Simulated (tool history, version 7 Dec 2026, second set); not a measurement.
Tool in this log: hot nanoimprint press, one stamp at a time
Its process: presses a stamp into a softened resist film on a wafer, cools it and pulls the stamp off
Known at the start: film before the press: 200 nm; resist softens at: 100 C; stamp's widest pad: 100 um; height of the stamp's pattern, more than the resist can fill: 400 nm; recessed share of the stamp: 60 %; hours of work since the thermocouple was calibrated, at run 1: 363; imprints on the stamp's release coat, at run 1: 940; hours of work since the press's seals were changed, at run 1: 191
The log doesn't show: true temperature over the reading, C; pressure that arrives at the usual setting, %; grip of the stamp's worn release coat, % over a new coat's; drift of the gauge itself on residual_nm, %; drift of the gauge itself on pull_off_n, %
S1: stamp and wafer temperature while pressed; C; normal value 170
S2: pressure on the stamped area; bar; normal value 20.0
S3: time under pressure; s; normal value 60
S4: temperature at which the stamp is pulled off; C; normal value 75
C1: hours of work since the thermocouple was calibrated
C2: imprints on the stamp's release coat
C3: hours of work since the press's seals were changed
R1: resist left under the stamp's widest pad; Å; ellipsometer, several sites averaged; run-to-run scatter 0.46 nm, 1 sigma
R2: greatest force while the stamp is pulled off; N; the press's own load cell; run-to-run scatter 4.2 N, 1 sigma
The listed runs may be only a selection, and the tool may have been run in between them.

run,hour,S1,S2,S3,S4,C1,C2,C3,R1,R2
1,0.0,170,20.0,60,75,363,940,191,1117,201
2,15.8,170,20.0,60,75,369,965,197,1125,203
3,28.7,170,20.0,60,75,375,985,203,1116,205
4,42.4,170,23.6,60,75,381,1007,209,1051,199
5,52.1,170,23.6,60,75,385,1022,213,1045,205
6,59.8,182,20.0,60,75,388,1035,216,728,199
7,72.3,175,20.4,63,83,393,1054,221,914,189
# hour 85.7: plate thermocouple calibrated
8,88.0,175,20.4,63,83,1,1075,227,908,187
9,102.1,175,14.3,106,83,7,1097,233,875,190
10,111.4,170,20.0,54,75,11,1112,237,1153,199
11,125.4,168,12.9,45,73,17,1134,242,1457,211

Measured minus without-hidden-state, run by run (identical run-to-run variation in each term; gauge scatter may differ):
run,R1
1,+0
2,-2
3,-3
4,-4
5,-5
6,-3
7,-6
8,-6
9,-6
10,-8
11,-13
For R2, the value without the hidden state is never more than 1 N from the measured value.

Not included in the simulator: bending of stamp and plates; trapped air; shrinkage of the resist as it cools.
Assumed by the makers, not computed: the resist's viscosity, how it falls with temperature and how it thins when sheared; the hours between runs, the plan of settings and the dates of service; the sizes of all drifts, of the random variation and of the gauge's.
